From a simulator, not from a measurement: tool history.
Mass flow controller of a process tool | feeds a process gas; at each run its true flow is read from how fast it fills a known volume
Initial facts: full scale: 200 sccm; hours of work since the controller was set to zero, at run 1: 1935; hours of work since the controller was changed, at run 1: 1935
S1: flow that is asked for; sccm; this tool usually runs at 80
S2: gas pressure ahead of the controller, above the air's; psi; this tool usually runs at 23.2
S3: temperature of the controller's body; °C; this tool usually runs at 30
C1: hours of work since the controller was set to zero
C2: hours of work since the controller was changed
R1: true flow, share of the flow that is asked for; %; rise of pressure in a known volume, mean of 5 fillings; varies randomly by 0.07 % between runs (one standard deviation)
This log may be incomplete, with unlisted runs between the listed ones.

Run 1, hour 0.0: usual settings; C1 1935; C2 1935. Result: R1 99.05 %.
Run 2, hour 82.6: usual settings; C1 1971; C2 1971. Result: R1 98.95 %.
Run 3, hour 193.8: usual settings; C1 2020; C2 2020. Result: R1 98.99 %.
Run 4, hour 296.5: usual settings; C1 2064; C2 2064. Result: R1 98.86 %.
Run 5, hour 400.2: usual settings; C1 2110; C2 2110. Result: R1 98.77 %.
Run 6, hour 588.0: usual settings; C1 2191; C2 2191. Result: R1 98.71 %.
Run 7, hour 774.5: usual settings but S3 20 °C; C1 2273; C2 2273. Result: R1 99.45 %.
Run 8, hour 959.2: usual settings but S2 22.9 psi; C1 2353; C2 2353. Result: R1 98.62 %.
Run 9, hour 1102.1: usual settings but S1 44 sccm; C1 2416; C2 2416. Result: R1 98.41 %.
Run 10, hour 1219.1: usual settings but S1 44 sccm; C1 2467; C2 2467. Result: R1 98.35 %.
Run 11, hour 1354.3: usual settings but S1 44 sccm; C1 2525; C2 2525. Result: R1 98.42 %.
Run 12, hour 1473.5: usual settings but S1 23 sccm; C1 2577; C2 2577. Result: R1 97.95 %.
Run 13, hour 1649.0: usual settings but S1 23 sccm; C1 2654; C2 2654. Result: R1 98.02 %.
Run 14, hour 1774.1: usual settings but S1 23 sccm; C1 2708; C2 2708. Result: R1 97.88 %.
Run 15, hour 1916.4: usual settings but S1 23 sccm; C1 2770; C2 2770. Result: R1 97.90 %.
Run 16, hour 2068.7: usual settings; C1 2837; C2 2837. Result: R1 98.11 %.
Run 17, hour 2270.7: usual settings; C1 2925; C2 2925. Result: R1 98.00 %.
Run 18, hour 2390.2: usual settings; C1 2977; C2 2977. Result: R1 98.17 %.
Run 19, hour 2564.2: usual settings; C1 3053; C2 3053. Result: R1 98.09 %.
Run 20, hour 2672.7: usual settings; C1 3100; C2 3100. Result: R1 97.94 %.
Run 21, hour 2786.8: usual settings but S2 24.7 psi; C1 3150; C2 3150. Result: R1 97.80 %.
Run 22, hour 2880.8: usual settings but S2 24.7 psi; C1 3191; C2 3191. Result: R1 97.88 %.
Run 23, hour 3055.3: usual settings but S2 24.7 psi; C1 3267; C2 3267. Result: R1 97.73 %.
Run 24, hour 3191.4: usual settings but S1 153 sccm, S2 28.9 psi; C1 3326; C2 3326. Result: R1 98.13 %.
Run 25, hour 3311.9: usual settings but S1 179 sccm, S2 28.9 psi; C1 3379; C2 3379. Result: R1 98.08 %.
Run 26, hour 3421.0: usual settings but S1 142 sccm, S2 21.0 psi, S3 35 °C; C1 3426; C2 3426. Result: R1 97.76 %.
Run 27, hour 3546.6: usual settings but S1 142 sccm, S2 21.0 psi, S3 35 °C; C1 3481; C2 3481. Result: R1 97.67 %.
Run 28, hour 3710.2: usual settings but S1 40 sccm, S2 30.0 psi; C1 3552; C2 3552. Result: R1 97.20 %.
Run 29, hour 3898.2: usual settings but S2 30.6 psi, S3 36 °C; C1 3634; C2 3634. Result: R1 96.88 %.
Run 30, hour 4053.8: usual settings but S2 33.2 psi, S3 23 °C; C1 3702; C2 3702. Result: R1 97.65 %.
Run 31, hour 4150.5: usual settings but S2 33.2 psi, S3 23 °C; C1 3744; C2 3744. Result: R1 97.61 %.
Run 32, hour 4325.8: usual settings but S3 28 °C; C1 3820; C2 3820. Result: R1 97.48 %.
Run 33, hour 4448.9: usual settings but S3 28 °C; C1 3874; C2 3874. Result: R1 97.34 %.
Run 34, hour 4537.0: usual settings but S3 28 °C; C1 3912; C2 3912. Result: R1 97.32 %.
At hour 4583.8: gauge calibrated.
Run 35, hour 4697.7: usual settings but S3 28 °C; C1 3982; C2 3982. Result: R1 99.11 %.

The next listed run, before its measurement:
Run 36, hour 4890.2: usual settings but S2 39.9 psi, S3 34 °C; C1 4066; C2 4066. Result: R1 ?.

{"run 36": {"R1": 98.23}}
On a tool with no hidden condition, and with the same random variation, this run would have come out at R1 98.36 %.

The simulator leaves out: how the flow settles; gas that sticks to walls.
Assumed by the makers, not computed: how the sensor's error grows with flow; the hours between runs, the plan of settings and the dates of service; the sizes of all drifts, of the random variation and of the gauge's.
